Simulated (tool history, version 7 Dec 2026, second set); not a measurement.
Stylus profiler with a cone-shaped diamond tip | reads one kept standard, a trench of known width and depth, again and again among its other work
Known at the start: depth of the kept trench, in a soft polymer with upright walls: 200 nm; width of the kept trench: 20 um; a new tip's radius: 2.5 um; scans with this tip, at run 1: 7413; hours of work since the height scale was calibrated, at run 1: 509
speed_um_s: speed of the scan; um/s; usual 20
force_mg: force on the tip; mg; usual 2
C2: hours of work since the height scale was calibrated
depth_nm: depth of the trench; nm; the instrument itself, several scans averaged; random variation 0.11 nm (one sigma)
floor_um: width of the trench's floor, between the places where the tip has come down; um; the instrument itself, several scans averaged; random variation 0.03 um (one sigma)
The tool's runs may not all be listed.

run 1 day=0 | speed_um_s=20 force_mg=2 | scans_with_this_tip=7413 C2=509 | depth_nm=202.12 floor_um=17.74
run 2 day=0.621 | speed_um_s=20 force_mg=2 | scans_with_this_tip=7537 C2=518 | depth_nm=202.12 floor_um=17.84
run 3 day=1.7 | speed_um_s=20 force_mg=2 | scans_with_this_tip=7752 C2=532 | depth_nm=202.21 floor_um=17.81
run 4 day=2.842 | speed_um_s=20 force_mg=2 | scans_with_this_tip=7979 C2=548 | depth_nm=202.11 floor_um=17.81
run 5 day=4.038 | speed_um_s=20 force_mg=2 | scans_with_this_tip=8217 C2=564 | depth_nm=202.31 floor_um=17.75
run 6 day=5.175 | speed_um_s=20 force_mg=2 | scans_with_this_tip=8444 C2=580 | depth_nm=202.17 floor_um=17.74
run 7 day=5.708 | speed_um_s=11 force_mg=2 | scans_with_this_tip=8550 C2=587 | depth_nm=202.21 floor_um=17.85
run 8 day=6.258 | speed_um_s=11 force_mg=2 | scans_with_this_tip=8659 C2=595 | depth_nm=202.12 floor_um=17.84
run 9 day=7.404 | speed_um_s=11 force_mg=2 | scans_with_this_tip=8888 C2=610 | depth_nm=202.15 floor_um=17.8
run 10 day=8.4 | speed_um_s=30 force_mg=2 | scans_with_this_tip=9085 C2=624 | depth_nm=202.09 floor_um=17.69
run 11 day=9.408 | speed_um_s=20 force_mg=3.33 | scans_with_this_tip=9287 C2=638 | depth_nm=203.22 floor_um=17.77
run 12 day=9.971 | speed_um_s=20 force_mg=3.33 | scans_with_this_tip=9399 C2=645 | depth_nm=203.07 floor_um=17.75
run 13 day=11.008 | speed_um_s=20 force_mg=3.33 | scans_with_this_tip=9605 C2=660 | depth_nm=203.18 floor_um=17.77
run 14 day=11.912 | speed_um_s=20 force_mg=3.08 | scans_with_this_tip=9785 C2=672 | depth_nm=203.11 floor_um=17.78
-- day=12.029 height scale calibrated on a step standard
run 15 day=12.721 | speed_um_s=11 force_mg=3.08 | scans_with_this_tip=9942 C2=9 | depth_nm=202.63 floor_um=17.82
run 16 day=13.475 | speed_um_s=11 force_mg=3.08 | scans_with_this_tip=10092 C2=20 | depth_nm=202.55 floor_um=17.8
run 17 day=14.146 | speed_um_s=11 force_mg=3.08 | scans_with_this_tip=10226 C2=29 | depth_nm=202.58 floor_um=17.72
run 18 day=15.058 | speed_um_s=20 force_mg=2.48 | scans_with_this_tip=10408 C2=41 | depth_nm=202.07 floor_um=17.68
run 19 day=16.192 | speed_um_s=5 force_mg=2 | scans_with_this_tip=10633 C2=57 | depth_nm=201.67 floor_um=17.79
run 20 day=16.904 | speed_um_s=5 force_mg=5.6 | scans_with_this_tip=10775 C2=67 | depth_nm=204.33 floor_um=17.78
run 21 day=17.538 | speed_um_s=7 force_mg=1.01 | scans_with_this_tip=10901 C2=75 | depth_nm=200.56 floor_um=17.72
run 22 day=18.712 | speed_um_s=45 force_mg=0.71 | scans_with_this_tip=11135 C2=91 | depth_nm=200.41 floor_um=17.48
-- day=18.975 height scale calibrated on a step standard, once more
run 23 day=19.833 | speed_um_s=19 force_mg=1.16 | scans_with_this_tip=11354 C2=12 | depth_nm=201.77 floor_um=17.69
run 24 day=20.821 | speed_um_s=19 force_mg=2.11 | scans_with_this_tip=11551 C2=25 | depth_nm=202.56 floor_um=17.76
run 25 day=21.679 | speed_um_s=19 force_mg=2.11 | scans_with_this_tip=11722 C2=37 | depth_nm=202.72 floor_um=17.69
run 26 day=22.738 | speed_um_s=24 force_mg=5.57 | scans_with_this_tip=11932 C2=51 | depth_nm=205.12 floor_um=17.7
run 27 day=23.908 | speed_um_s=33 force_mg=0.79 | scans_with_this_tip=12166 C2=67 | depth_nm=201.4 floor_um=17.55
run 28 day=24.521 | speed_um_s=50 force_mg=3.36 | scans_with_this_tip=12287 C2=76 | depth_nm=203.55 floor_um=17.68
run 29 day=25.442 | speed_um_s=36 force_mg=1.03 | scans_with_this_tip=12471 C2=88 | depth_nm=201.63 floor_um=17.52
run 30 day=26.65 | speed_um_s=62 force_mg=1.39 | scans_with_this_tip=12712 C2=105 | depth_nm=201.89 floor_um=17.45
run 31 day=27.771 | speed_um_s=62 force_mg=3.01 | scans_with_this_tip=12935 C2=120 | depth_nm=203.48 floor_um=17.58
run 32 day=28.658 | speed_um_s=62 force_mg=3.01 | scans_with_this_tip=13111 C2=132 | depth_nm=203.29 floor_um=17.58
run 33 day=29.792 | speed_um_s=72 force_mg=5.76 | scans_with_this_tip=13337 C2=148 | depth_nm=205.32 floor_um=17.61
run 34 day=30.571 | speed_um_s=23 force_mg=3.24 | scans_with_this_tip=13492 C2=159 | depth_nm=203.64 floor_um=17.67

The next listed run, before its measurement:
run 35 day=31.338 | speed_um_s=20 force_mg=5.11 | scans_with_this_tip=13645 C2=169 | depth_nm=? floor_um=?

depth_nm: 204.97 nm
floor_um: 17.65 um
Without the tool's hidden state the same run would have given depth_nm 205.22 nm, floor_um 17.94 um.

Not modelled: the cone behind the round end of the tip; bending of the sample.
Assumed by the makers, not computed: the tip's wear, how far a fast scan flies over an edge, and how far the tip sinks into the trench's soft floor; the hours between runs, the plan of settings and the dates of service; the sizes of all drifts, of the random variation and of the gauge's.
